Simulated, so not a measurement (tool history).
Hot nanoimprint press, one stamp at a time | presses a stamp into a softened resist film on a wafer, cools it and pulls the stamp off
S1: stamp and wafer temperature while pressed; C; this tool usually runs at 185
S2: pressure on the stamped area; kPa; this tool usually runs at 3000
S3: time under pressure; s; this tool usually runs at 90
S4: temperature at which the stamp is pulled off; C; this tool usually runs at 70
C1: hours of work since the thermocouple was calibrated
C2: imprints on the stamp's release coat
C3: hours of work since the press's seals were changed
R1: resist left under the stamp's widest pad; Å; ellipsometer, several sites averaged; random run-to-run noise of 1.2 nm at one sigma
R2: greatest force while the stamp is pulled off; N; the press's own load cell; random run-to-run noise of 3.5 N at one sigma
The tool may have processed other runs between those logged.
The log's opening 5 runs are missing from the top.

run	day	S1	S2	S3	S4	C1	C2	C3	R1	R2
6	2.433	191	3000	90	70	31	403	102	1530	192
7	3.054	185	4180	90	70	39	434	111	1713	191
8	3.408	185	4180	90	70	44	452	115	1731	199
# day 3.733: plate thermocouple calibrated, once more
9	4.092	185	4180	90	70	5	480	123	1621	189
10	4.508	185	4180	90	70	11	501	129	1600	191
11	5.117	185	4180	90	70	19	531	137	1599	191
12	5.662	185	4180	90	70	26	558	144	1611	199
13	5.958	185	4180	90	70	30	573	148	1621	195
14	6.425	185	4180	90	70	37	596	155	1618	203
15	7.046	185	4180	90	70	45	627	163	1627	197
16	7.479	185	4180	90	70	51	649	169	1616	199
17	7.808	174	4180	147	57	56	665	174	2196	219
18	8.129	174	4180	147	77	60	681	178	2186	187
19	8.704	174	3490	147	72	68	710	186	2380	196

What does the tool deliver on the next run?
20	9.183	177	3490	147	64	74	734	192	?	?

R1: 2053 Å
R2: 217 N
On a tool with no hidden condition, and with the same random variation, this run would have come out at R1 2013 Å, R2 178 N.
